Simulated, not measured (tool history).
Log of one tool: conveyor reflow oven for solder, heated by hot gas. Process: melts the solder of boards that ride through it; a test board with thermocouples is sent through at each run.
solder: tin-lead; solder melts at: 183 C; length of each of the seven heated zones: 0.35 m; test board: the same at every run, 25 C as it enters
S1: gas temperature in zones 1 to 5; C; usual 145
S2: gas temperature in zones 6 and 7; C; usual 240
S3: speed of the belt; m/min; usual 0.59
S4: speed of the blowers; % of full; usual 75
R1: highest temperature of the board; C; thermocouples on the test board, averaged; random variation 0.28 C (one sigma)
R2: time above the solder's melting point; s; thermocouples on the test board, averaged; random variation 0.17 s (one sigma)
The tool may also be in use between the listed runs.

{"run": 1, "hour": 0.0, "S1": 145, "S2": 240, "S3": 0.59, "S4": 75, "R1": 225.1, "R2": 61.2}
{"run": 2, "hour": 21.7, "S1": 145, "S2": 240, "S3": 0.59, "S4": 75, "R1": 225.2, "R2": 61}
{"run": 3, "hour": 48.6, "S1": 145, "S2": 240, "S3": 0.476, "S4": 75, "R1": 230.4, "R2": 79.7}
{"run": 4, "hour": 64.8, "S1": 145, "S2": 240, "S3": 0.59, "S4": 75, "R1": 225.1, "R2": 61.4}
{"run": 5, "hour": 87.7, "S1": 145, "S2": 240, "S3": 0.59, "S4": 75, "R1": 224.6, "R2": 61.1}
{"run": 6, "hour": 100.8, "S1": 145, "S2": 240, "S3": 0.59, "S4": 71, "R1": 224.4, "R2": 60.1}
{"run": 7, "hour": 127.5, "S1": 145, "S2": 240, "S3": 0.59, "S4": 71, "R1": 224, "R2": 60.6}
{"run": 8, "hour": 152.5, "S1": 145, "S2": 240, "S3": 0.59, "S4": 71, "R1": 223.7, "R2": 60.3}
{"run": 9, "hour": 165.4, "S1": 145, "S2": 240, "S3": 0.59, "S4": 71, "R1": 223.6, "R2": 60.6}
{"run": 10, "hour": 180.4, "S1": 145, "S2": 240, "S3": 0.59, "S4": 75, "R1": 224.8, "R2": 60.9}
{"run": 11, "hour": 202.6, "S1": 145, "S2": 240, "S3": 0.59, "S4": 75, "R1": 224.5, "R2": 60.8}
{"run": 12, "hour": 225.8, "S1": 145, "S2": 240, "S3": 0.59, "S4": 75, "R1": 224.1, "R2": 60.7}
{"run": 13, "hour": 246.4, "S1": 159, "S2": 240, "S3": 0.59, "S4": 75, "R1": 226.8, "R2": 67.8}
{"run": 14, "hour": 267.9, "S1": 159, "S2": 240, "S3": 0.59, "S4": 75, "R1": 226.7, "R2": 67.6}
{"run": 15, "hour": 292.8, "S1": 145, "S2": 240, "S3": 0.59, "S4": 68, "R1": 222.7, "R2": 59.5}
{"run": 16, "hour": 314.1, "S1": 132, "S2": 240, "S3": 0.59, "S4": 82, "R1": 223.1, "R2": 56.1}
{"run": 17, "hour": 326.3, "S1": 132, "S2": 240, "S3": 0.59, "S4": 82, "R1": 223.2, "R2": 56}
{"run": 18, "hour": 345.7, "S1": 132, "S2": 240, "S3": 0.59, "S4": 82, "R1": 222.6, "R2": 55.9}
{"run": 19, "hour": 362.6, "S1": 147, "S2": 240, "S3": 0.59, "S4": 75, "R1": 224.2, "R2": 61.3}
{"run": 20, "hour": 382.6, "S1": 145, "S2": 246, "S3": 0.635, "S4": 75, "R1": 226.2, "R2": 57.4}
{"run": 21, "hour": 395.2, "S1": 132, "S2": 240, "S3": 0.59, "S4": 64, "R1": 219, "R2": 52.5}
{"run": 22, "hour": 407.7, "S1": 132, "S2": 240, "S3": 0.59, "S4": 64, "R1": 218.6, "R2": 52.7}
{"hour": 422.9, "done": "flux residue cleaned out of gas plates and filters"}
{"run": 23, "hour": 440.1, "S1": 132, "S2": 240, "S3": 0.59, "S4": 64, "R1": 221.2, "R2": 54.9}
{"run": 24, "hour": 462.1, "S1": 132, "S2": 240, "S3": 0.59, "S4": 65, "R1": 220.9, "R2": 54.9}
{"run": 25, "hour": 486.0, "S1": 132, "S2": 240, "S3": 0.59, "S4": 65, "R1": 221.6, "R2": 55.2}
{"run": 26, "hour": 501.7, "S1": 132, "S2": 234, "S3": 0.59, "S4": 65, "R1": 216, "R2": 51.4}
{"run": 27, "hour": 528.2, "S1": 132, "S2": 234, "S3": 0.636, "S4": 65, "R1": 213.4, "R2": 45.2}
{"run": 28, "hour": 549.9, "S1": 132, "S2": 249, "S3": 0.636, "S4": 65, "R1": 226.3, "R2": 53.7}
{"run": 29, "hour": 566.5, "S1": 130, "S2": 240, "S3": 0.59, "S4": 78, "R1": 224.1, "R2": 56.1}
{"run": 30, "hour": 579.2, "S1": 145, "S2": 231, "S3": 0.649, "S4": 75, "R1": 214.3, "R2": 49.8}

Hidden state or all else? Some run-to-run changes of R1, split into what the settings, what came in and random variation would give without the hidden state, and what is left for the hidden state (with any gauge scatter that isn't in both results):
The hidden state here: heat that the gas passes to the board, % of a clean oven's; belt's true speed, % of the reading; true gas temperature in zones 6 and 7 over the reading, C; drift of the gauge itself on peak_c, C; drift of the gauge itself on liquid_s, %.
Run 15 -> 16: S1 145 -> 132, S4 68 -> 82. R1 +0.4 C: hidden state -0.5, all else +0.9.
Run 19 -> 20: S1 147 -> 145, S2 240 -> 246, S3 0.59 -> 0.635. R1 +2 C: hidden state -0.4, all else +2.4.
Run 20 -> 21: S1 145 -> 132, S2 246 -> 240, S3 0.635 -> 0.59, S4 75 -> 64. R1 -7.2 C: hidden state +0.1, all else -7.3.
Run 22 -> 23: flux residue cleaned out of gas plates and filters. R1 +2.6 C: hidden state +2.8, all else -0.2.
Run 27 -> 28: S2 234 -> 249. R1 +12.9 C: hidden state -0.2, all else +13.1.
Run 29 -> 30: S1 130 -> 145, S2 240 -> 231, S3 0.59 -> 0.649, S4 78 -> 75. R1 -9.8 C: hidden state +0, all else -9.8.
